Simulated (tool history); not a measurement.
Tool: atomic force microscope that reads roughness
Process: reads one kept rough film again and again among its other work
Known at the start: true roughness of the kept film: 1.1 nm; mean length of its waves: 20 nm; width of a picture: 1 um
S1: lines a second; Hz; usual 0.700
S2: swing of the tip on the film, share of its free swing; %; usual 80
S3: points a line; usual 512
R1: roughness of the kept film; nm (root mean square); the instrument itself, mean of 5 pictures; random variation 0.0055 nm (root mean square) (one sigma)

Run 1, hour 0.0: usual settings. Result: R1 0.922 nm (root mean square).
Run 2, hour 17.8: usual settings. Result: R1 0.899 nm (root mean square).
Run 3, hour 38.7: usual settings. Result: R1 0.903 nm (root mean square).
Run 4, hour 54.8: usual settings. Result: R1 0.904 nm (root mean square).
Run 5, hour 67.2: usual settings. Result: R1 0.890 nm (root mean square).
Run 6, hour 83.4: usual settings but S2 58 %. Result: R1 0.922 nm (root mean square).
Run 7, hour 106.8: usual settings but S2 58 %. Result: R1 0.904 nm (root mean square).
Run 8, hour 128.6: usual settings but S2 58 %. Result: R1 0.887 nm (root mean square).
At hour 135.4: new tip fitted.
Run 9, hour 141.2: usual settings but S2 58 %. Result: R1 0.990 nm (root mean square).
Run 10, hour 153.6: usual settings but S2 58 %. Result: R1 0.971 nm (root mean square).
Run 11, hour 171.3: usual settings but S1 3.503 Hz. Result: R1 0.732 nm (root mean square).
Run 12, hour 183.0: usual settings but S1 3.503 Hz. Result: R1 0.725 nm (root mean square).
Run 13, hour 196.7: usual settings but S1 3.503 Hz. Result: R1 0.714 nm (root mean square).
Run 14, hour 218.3: usual settings but S1 3.503 Hz, S3 764. Result: R1 0.706 nm (root mean square).
Run 15, hour 242.3: usual settings but S1 3.503 Hz, S3 764. Result: R1 0.698 nm (root mean square).
Run 16, hour 257.1: usual settings but S1 3.503 Hz, S3 764. Result: R1 0.686 nm (root mean square).
Run 17, hour 268.6: usual settings but S1 3.019 Hz. Result: R1 0.703 nm (root mean square).
Run 18, hour 294.5: usual settings but S1 0.508 Hz, S2 70 %. Result: R1 0.857 nm (root mean square).
At hour 307.1: new tip fitted.
Run 19, hour 309.4: usual settings but S1 3.995 Hz, S2 61 %. Result: R1 0.899 nm (root mean square).
Run 20, hour 329.4: usual settings but S1 0.975 Hz, S2 74 %. Result: R1 0.937 nm (root mean square).
Run 21, hour 355.4: usual settings but S1 1.266 Hz, S2 86 %, S3 859. Result: R1 0.841 nm (root mean square).
Run 22, hour 374.8: usual settings but S1 1.266 Hz, S2 86 %, S3 859. Result: R1 0.835 nm (root mean square).
Run 23, hour 392.8: usual settings but S1 1.421 Hz, S2 86 %, S3 859. Result: R1 0.814 nm (root mean square).
Run 24, hour 409.7: usual settings but S1 0.904 Hz, S3 622. Result: R1 0.860 nm (root mean square).
Run 25, hour 433.8: usual settings but S1 0.936 Hz, S2 67 %, S3 464. Result: R1 0.887 nm (root mean square).

The same runs without the tool's hidden state, with the same run-to-run variation:
The hidden state here: radius of the tip, nm; height scale over the true one, %; drift of the gauge itself on roughness_nm, %.
run     R1
  1  0.943
  2  0.931
  3  0.949
  4  0.960
  5  0.953
  6  0.998
  7  0.994
  8  0.991
  9  1.002
 10  0.993
 11  0.759
 12  0.758
 13  0.754
 14  0.757
 15  0.761
 16  0.757
 17  0.783
 18  0.971
 19  0.898
 20  0.949
 21  0.867
 22  0.873
 23  0.861
 24  0.921
 25  0.965

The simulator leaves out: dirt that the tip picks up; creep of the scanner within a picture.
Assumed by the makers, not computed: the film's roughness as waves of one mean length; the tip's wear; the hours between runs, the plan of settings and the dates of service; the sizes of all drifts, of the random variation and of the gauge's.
